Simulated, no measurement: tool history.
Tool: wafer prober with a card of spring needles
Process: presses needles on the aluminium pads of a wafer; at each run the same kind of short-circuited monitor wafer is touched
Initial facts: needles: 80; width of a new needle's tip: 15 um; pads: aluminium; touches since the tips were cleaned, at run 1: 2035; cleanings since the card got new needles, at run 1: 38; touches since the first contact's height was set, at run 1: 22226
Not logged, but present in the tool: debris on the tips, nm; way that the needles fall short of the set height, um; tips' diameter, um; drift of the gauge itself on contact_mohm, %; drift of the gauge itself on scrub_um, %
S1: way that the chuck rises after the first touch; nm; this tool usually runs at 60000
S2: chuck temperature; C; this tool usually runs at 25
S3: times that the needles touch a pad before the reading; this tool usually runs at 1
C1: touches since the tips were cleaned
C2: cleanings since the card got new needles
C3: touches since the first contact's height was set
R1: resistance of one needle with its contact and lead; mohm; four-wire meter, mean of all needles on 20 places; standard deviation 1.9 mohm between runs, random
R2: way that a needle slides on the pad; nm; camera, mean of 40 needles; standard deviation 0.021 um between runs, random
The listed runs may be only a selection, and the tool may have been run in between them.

run     day     S1  S2  S3    C1   C2      C3   R1     R2
  1       0  60000  25   1  2035   38   22226  314   9150
        0.6  -- tips cleaned on abrasive film
      1.204  -- tips cleaned on abrasive film
      1.954  -- tips cleaned on abrasive film
      2.554  -- tips cleaned on abrasive film
      3.175  -- tips cleaned on abrasive film
  2   3.175  60000  25   1     0   43   69660  232   9100
      3.775  -- tips cleaned on abrasive film
      4.529  -- tips cleaned on abrasive film
      5.279  -- tips cleaned on abrasive film
      5.879  -- tips cleaned on abrasive film
  3   6.162  60000  25   1  4281   47  114324  389   9000
      6.617  -- tips cleaned on abrasive film
      7.217  -- tips cleaned on abrasive film
      7.967  -- tips cleaned on abrasive film
  4   8.054  60000  25   1  1309   50  142554  297   8950
      8.654  -- tips cleaned on abrasive film
      9.254  -- tips cleaned on abrasive film
     10.004  -- tips cleaned on abrasive film
     10.758  -- tips cleaned on abrasive film
     11.217  -- height of the first contact set anew
     11.371  -- tips cleaned on abrasive film
  5  11.954  60000  71   1  8771   55   11014  406   9180
     12.108  -- tips cleaned on abrasive film
     12.858  -- tips cleaned on abrasive film
     13.458  -- tips cleaned on abrasive film
     14.208  -- tips cleaned on abrasive film
     14.808  -- tips cleaned on abrasive film
  6  14.858  60000  71   1   714   60   54353  281   9110
     15.458  -- tips cleaned on abrasive film
     16.208  -- tips cleaned on abrasive film
     16.808  -- tips cleaned on abrasive film
     17.558  -- tips cleaned on abrasive film
  7  17.858  60000  25   1  4499   64   99232  367   9010
       18.3  -- tips cleaned on abrasive film
      19.05  -- tips cleaned on abrasive film
       19.8  -- tips cleaned on abrasive film
      20.55  -- tips cleaned on abrasive film
       21.3  -- tips cleaned on abrasive film
  8  21.746  60000  76   1  6680   69  157353  403   8940
      22.05  -- tips cleaned on abrasive film
      22.65  -- tips cleaned on abrasive film
       23.4  -- tips cleaned on abrasive film
         24  -- tips cleaned on abrasive film
     24.012  -- height of the first contact set anew
     24.612  -- tips cleaned on abrasive film
     25.362  -- tips cleaned on abrasive film
  9  25.512  60000  76   1  2259   75   22450  333   9130
     26.112  -- tips cleaned on abrasive film
     26.712  -- tips cleaned on abrasive film
     27.312  -- tips cleaned on abrasive film
     28.062  -- tips cleaned on abrasive film
     28.812  -- tips cleaned on abrasive film
     29.479  -- tips cleaned on abrasive film
 10  29.479  60000  74   1     0   81   81696  235   9090
     30.229  -- tips cleaned on abrasive film
     30.833  -- tips cleaned on abrasive film
     31.583  -- tips cleaned on abrasive film
     32.183  -- tips cleaned on abrasive film
       32.8  -- tips cleaned on abrasive film
 11    32.8  60000  25   2     0   86  131285  213   9020
      33.55  -- tips cleaned on abrasive film
       34.3  -- tips cleaned on abrasive film
      35.05  -- tips cleaned on abrasive film
     35.725  -- tips cleaned on abrasive film
 12  35.725  60000  25   2     0   90  175047  220   8930
     36.329  -- tips cleaned on abrasive film
     36.788  -- height of the first contact set anew
     37.092  -- tips cleaned on abrasive film
     37.692  -- tips cleaned on abrasive film
 13  38.133  60000  25   2  6659   93   20119  335   9150
     38.438  -- tips cleaned on abrasive film
     39.188  -- tips cleaned on abrasive film
     39.938  -- tips cleaned on abrasive film
     40.538  -- tips cleaned on abrasive film
     41.288  -- tips cleaned on abrasive film
     42.038  -- tips cleaned on abrasive film
 14  42.038  68000  42   1     0   99   78434  223  10270
     42.642  -- tips cleaned on abrasive film
     43.392  -- tips cleaned on abrasive film
     44.142  -- tips cleaned on abrasive film
 15  44.283  60000  94   2  2177  102  112018  297   8990
     44.888  -- tips cleaned on abrasive film
     45.488  -- tips cleaned on abrasive film
     46.088  -- tips cleaned on abrasive film
 16  46.408  62000  48   1  4817  105  143756  387   9250
     46.712  -- tips cleaned on abrasive film
     47.312  -- tips cleaned on abrasive film
     48.062  -- tips cleaned on abrasive film
     48.662  -- tips cleaned on abrasive film
     49.412  -- tips cleaned on abrasive film
     49.575  -- height of the first contact set anew
     50.175  -- tips cleaned on abrasive film
 17  50.208  62000  48   1   495  111    9469  263   9490
     50.812  -- tips cleaned on abrasive film
     51.412  -- tips cleaned on abrasive film
     52.012  -- tips cleaned on abrasive film
     52.762  -- tips cleaned on abrasive film
     53.512  -- tips cleaned on abrasive film
 18  53.725  62000  48   1  3189  116   62009  362   9450
     54.175  -- tips cleaned on abrasive film
     54.929  -- tips cleaned on abrasive film
     55.529  -- tips cleaned on abrasive film
 19  55.838  62000  48   1  4673  119   93602  423   9400
     56.142  -- tips cleaned on abrasive film
     56.892  -- tips cleaned on abrasive film
     57.642  -- tips cleaned on abrasive film
     58.242  -- tips cleaned on abrasive film
     58.992  -- tips cleaned on abrasive film
 20  59.421  62000  48   1  6449  124  147164  440   9290
     59.725  -- tips cleaned on abrasive film
     60.475  -- tips cleaned on abrasive film
     61.225  -- tips cleaned on abrasive film
     61.975  -- tips cleaned on abrasive film
     62.288  -- height of the first contact set anew
     62.588  -- tips cleaned on abrasive film
     63.342  -- tips cleaned on abrasive film
 21  63.554  41000  75   1  3246  130   18950  598   6250
     64.008  -- tips cleaned on abrasive film
     64.758  -- tips cleaned on abrasive film
     65.508  -- tips cleaned on abrasive film
     66.258  -- tips cleaned on abrasive film
     66.858  -- tips cleaned on abrasive film
     67.596  -- tips cleaned on abrasive film
 22  67.596  44000  25   2     0  136   79323  236   6570
     68.346  -- tips cleaned on abrasive film
     69.096  -- tips cleaned on abrasive film
     69.846  -- tips cleaned on abrasive film
     70.596  -- tips cleaned on abrasive film
     71.346  -- tips cleaned on abrasive film
 23  71.529  60000  40   1  2725  141  138132  393   8990

Across each entry between runs, compare the hidden state at the last listed run before it with the hidden state at the first listed run after it:
After run 1, before run 2: tips cleaned on abrasive film (day 0.6); tips cleaned on abrasive film (day 1.204); tips cleaned on abrasive film (day 1.954); tips cleaned on abrasive film (day 2.554); tips cleaned on abrasive film (day 3.175)
  debris on the tips, nm: 53.6 -> 10.1; way that the needles fall short of the set height, um: 0.19 -> 0.7; tips' diameter, um: 16.35 -> 16.53
  what was measured, less what the result would be without the hidden state, R1: +111 -> +23 mohm; R2: -30 -> -110 nm
After run 2, before run 3: tips cleaned on abrasive film (day 3.775); tips cleaned on abrasive film (day 4.529); tips cleaned on abrasive film (day 5.279); tips cleaned on abrasive film (day 5.879)
  debris on the tips, nm: 10.1 -> 80.1; way that the needles fall short of the set height, um: 0.7 -> 1.15; tips' diameter, um: 16.53 -> 16.69
  what was measured, less what the result would be without the hidden state, R1: +23 -> +181 mohm; R2: -110 -> -180 nm
After run 3, before run 4: tips cleaned on abrasive film (day 6.617); tips cleaned on abrasive film (day 7.217); tips cleaned on abrasive film (day 7.967)
  debris on the tips, nm: 80.1 -> 39.1; way that the needles fall short of the set height, um: 1.15 -> 1.51; tips' diameter, um: 16.69 -> 16.81
  what was measured, less what the result would be without the hidden state, R1: +181 -> +90 mohm; R2: -180 -> -230 nm
After run 4, before run 5: tips cleaned on abrasive film (day 8.654); tips cleaned on abrasive film (day 9.254); tips cleaned on abrasive film (day 10.004); tips cleaned on abrasive film (day 10.758); height of the first contact set anew (day 11.217); tips cleaned on abrasive film (day 11.371)
  debris on the tips, nm: 39.1 -> 90.5; way that the needles fall short of the set height, um: 1.51 -> 0.08; tips' diameter, um: 16.81 -> 16.99
  what was measured, less what the result would be without the hidden state, R1: +90 -> +189 mohm; R2: -230 -> -20 nm
After run 5, before run 6: tips cleaned on abrasive film (day 12.108); tips cleaned on abrasive film (day 12.858); tips cleaned on abrasive film (day 13.458); tips cleaned on abrasive film (day 14.208); tips cleaned on abrasive film (day 14.808)
  debris on the tips, nm: 90.5 -> 28.8; way that the needles fall short of the set height, um: 0.08 -> 0.6; tips' diameter, um: 16.99 -> 17.17
  what was measured, less what the result would be without the hidden state, R1: +189 -> +64 mohm; R2: -20 -> -100 nm
After run 6, before run 7: tips cleaned on abrasive film (day 15.458); tips cleaned on abrasive film (day 16.208); tips cleaned on abrasive film (day 16.808); tips cleaned on abrasive film (day 17.558)
  debris on the tips, nm: 28.8 -> 68.8; way that the needles fall short of the set height, um: 0.6 -> 1.1; tips' diameter, um: 17.17 -> 17.34
  what was measured, less what the result would be without the hidden state, R1: +64 -> +162 mohm; R2: -100 -> -170 nm
After run 7, before run 8: tips cleaned on abrasive film (day 18.3); tips cleaned on abrasive film (day 19.05); tips cleaned on abrasive film (day 19.8); tips cleaned on abrasive film (day 20.55); tips cleaned on abrasive film (day 21.3)
  debris on the tips, nm: 68.8 -> 81.8; way that the needles fall short of the set height, um: 1.1 -> 1.58; tips' diameter, um: 17.34 -> 17.51
  what was measured, less what the result would be without the hidden state, R1: +162 -> +185 mohm; R2: -170 -> -240 nm
After run 8, before run 9: tips cleaned on abrasive film (day 22.05); tips cleaned on abrasive film (day 22.65); tips cleaned on abrasive film (day 23.4); tips cleaned on abrasive film (day 24); height of the first contact set anew (day 24.012); tips cleaned on abrasive film (day 24.612); tips cleaned on abrasive film (day 25.362)
  debris on the tips, nm: 81.8 -> 50.6; way that the needles fall short of the set height, um: 1.58 -> 0.2; tips' diameter, um: 17.51 -> 17.74
  what was measured, less what the result would be without the hidden state, R1: +185 -> +114 mohm; R2: -240 -> -30 nm
After run 9, before run 10: tips cleaned on abrasive film (day 26.112); tips cleaned on abrasive film (day 26.712); tips cleaned on abrasive film (day 27.312); tips cleaned on abrasive film (day 28.062); tips cleaned on abrasive film (day 28.812); tips cleaned on abrasive film (day 29.479)
  debris on the tips, nm: 50.6 -> 7.5; way that the needles fall short of the set height, um: 0.2 -> 0.85; tips' diameter, um: 17.74 -> 17.96
  what was measured, less what the result would be without the hidden state, R1: +114 -> +19 mohm; R2: -30 -> -130 nm
After run 10, before run 11: tips cleaned on abrasive film (day 30.229); tips cleaned on abrasive film (day 30.833); tips cleaned on abrasive film (day 31.583); tips cleaned on abrasive film (day 32.183); tips cleaned on abrasive film (day 32.8)
  debris on the tips, nm: 7.5 -> 3.7; way that the needles fall short of the set height, um: 0.85 -> 1.42; tips' diameter, um: 17.96 -> 18.16
  what was measured, less what the result would be without the hidden state, R1: +19 -> +8 mohm; R2: -130 -> -210 nm
After run 11, before run 12: tips cleaned on abrasive film (day 33.55); tips cleaned on abrasive film (day 34.3); tips cleaned on abrasive film (day 35.05); tips cleaned on abrasive film (day 35.725)
  debris on the tips, nm: 3.7 -> 6; way that the needles fall short of the set height, um: 1.42 -> 1.86; tips' diameter, um: 18.16 -> 18.32
  what was measured, less what the result would be without the hidden state, R1: +8 -> +12 mohm; R2: -210 -> -280 nm
After run 12, before run 13: tips cleaned on abrasive film (day 36.329); height of the first contact set anew (day 36.788); tips cleaned on abrasive film (day 37.092); tips cleaned on abrasive film (day 37.692)
  debris on the tips, nm: 6 -> 82.7; way that the needles fall short of the set height, um: 1.86 -> 0.23; tips' diameter, um: 18.32 -> 18.43
  what was measured, less what the result would be without the hidden state, R1: +12 -> +129 mohm; R2: -280 -> -40 nm
After run 13, before run 14: tips cleaned on abrasive film (day 38.438); tips cleaned on abrasive film (day 39.188); tips cleaned on abrasive film (day 39.938); tips cleaned on abrasive film (day 40.538); tips cleaned on abrasive film (day 41.288); tips cleaned on abrasive film (day 42.038)
  debris on the tips, nm: 82.7 -> 5.4; way that the needles fall short of the set height, um: 0.23 -> 0.89; tips' diameter, um: 18.43 -> 18.66
  what was measured, less what the result would be without the hidden state, R1: +129 -> +13 mohm; R2: -40 -> -140 nm
After run 14, before run 15: tips cleaned on abrasive film (day 42.642); tips cleaned on abrasive film (day 43.392); tips cleaned on abrasive film (day 44.142)
  debris on the tips, nm: 5.4 -> 51.6; way that the needles fall short of the set height, um: 0.89 -> 1.21; tips' diameter, um: 18.66 -> 18.78
  what was measured, less what the result would be without the hidden state, R1: +13 -> +78 mohm; R2: -140 -> -180 nm
After run 15, before run 16: tips cleaned on abrasive film (day 44.888); tips cleaned on abrasive film (day 45.488); tips cleaned on abrasive film (day 46.088)
  debris on the tips, nm: 51.6 -> 69.9; way that the needles fall short of the set height, um: 1.21 -> 1.47; tips' diameter, um: 18.78 -> 18.87
  what was measured, less what the result would be without the hidden state, R1: +78 -> +177 mohm; R2: -180 -> -230 nm
After run 16, before run 17: tips cleaned on abrasive film (day 46.712); tips cleaned on abrasive film (day 47.312); tips cleaned on abrasive film (day 48.062); tips cleaned on abrasive film (day 48.662); tips cleaned on abrasive film (day 49.412); height of the first contact set anew (day 49.575); tips cleaned on abrasive film (day 50.175)
  debris on the tips, nm: 69.9 -> 21.7; way that the needles fall short of the set height, um: 1.47 -> 0.07; tips' diameter, um: 18.87 -> 19.09
  what was measured, less what the result would be without the hidden state, R1: +177 -> +55 mohm; R2: -230 -> -10 nm
After run 17, before run 18: tips cleaned on abrasive film (day 50.812); tips cleaned on abrasive film (day 51.412); tips cleaned on abrasive film (day 52.012); tips cleaned on abrasive film (day 52.762); tips cleaned on abrasive film (day 53.512)
  debris on the tips, nm: 21.7 -> 60.6; way that the needles fall short of the set height, um: 0.07 -> 0.55; tips' diameter, um: 19.09 -> 19.25
  what was measured, less what the result would be without the hidden state, R1: +55 -> +153 mohm; R2: -10 -> -80 nm
After run 18, before run 19: tips cleaned on abrasive film (day 54.175); tips cleaned on abrasive film (day 54.929); tips cleaned on abrasive film (day 55.529)
  debris on the tips, nm: 60.6 -> 82.2; way that the needles fall short of the set height, um: 0.55 -> 0.85; tips' diameter, um: 19.25 -> 19.36
  what was measured, less what the result would be without the hidden state, R1: +153 -> +214 mohm; R2: -80 -> -130 nm
After run 19, before run 20: tips cleaned on abrasive film (day 56.142); tips cleaned on abrasive film (day 56.892); tips cleaned on abrasive film (day 57.642); tips cleaned on abrasive film (day 58.242); tips cleaned on abrasive film (day 58.992)
  debris on the tips, nm: 82.2 -> 83.9; way that the needles fall short of the set height, um: 0.85 -> 1.35; tips' diameter, um: 19.36 -> 19.54
  what was measured, less what the result would be without the hidden state, R1: +214 -> +227 mohm; R2: -130 -> -200 nm
After run 20, before run 21: tips cleaned on abrasive film (day 59.725); tips cleaned on abrasive film (day 60.475); tips cleaned on abrasive film (day 61.225); tips cleaned on abrasive film (day 61.975); height of the first contact set anew (day 62.288); tips cleaned on abrasive film (day 62.588); tips cleaned on abrasive film (day 63.342)
  debris on the tips, nm: 83.9 -> 68; way that the needles fall short of the set height, um: 1.35 -> 0.23; tips' diameter, um: 19.54 -> 19.75
  what was measured, less what the result would be without the hidden state, R1: +227 -> +375 mohm; R2: -200 -> -30 nm
After run 21, before run 22: tips cleaned on abrasive film (day 64.008); tips cleaned on abrasive film (day 64.758); tips cleaned on abrasive film (day 65.508); tips cleaned on abrasive film (day 66.258); tips cleaned on abrasive film (day 66.858); tips cleaned on abrasive film (day 67.596)
  debris on the tips, nm: 68 -> 7.4; way that the needles fall short of the set height, um: 0.23 -> 0.91; tips' diameter, um: 19.75 -> 19.99
  what was measured, less what the result would be without the hidden state, R1: +375 -> +29 mohm; R2: -30 -> -140 nm
After run 22, before run 23: tips cleaned on abrasive film (day 68.346); tips cleaned on abrasive film (day 69.096); tips cleaned on abrasive film (day 69.846); tips cleaned on abrasive film (day 70.596); tips cleaned on abrasive film (day 71.346)
  debris on the tips, nm: 7.4 -> 59.1; way that the needles fall short of the set height, um: 0.91 -> 1.41; tips' diameter, um: 19.99 -> 20.16
  what was measured, less what the result would be without the hidden state, R1: +29 -> +183 mohm; R2: -140 -> -220 nm
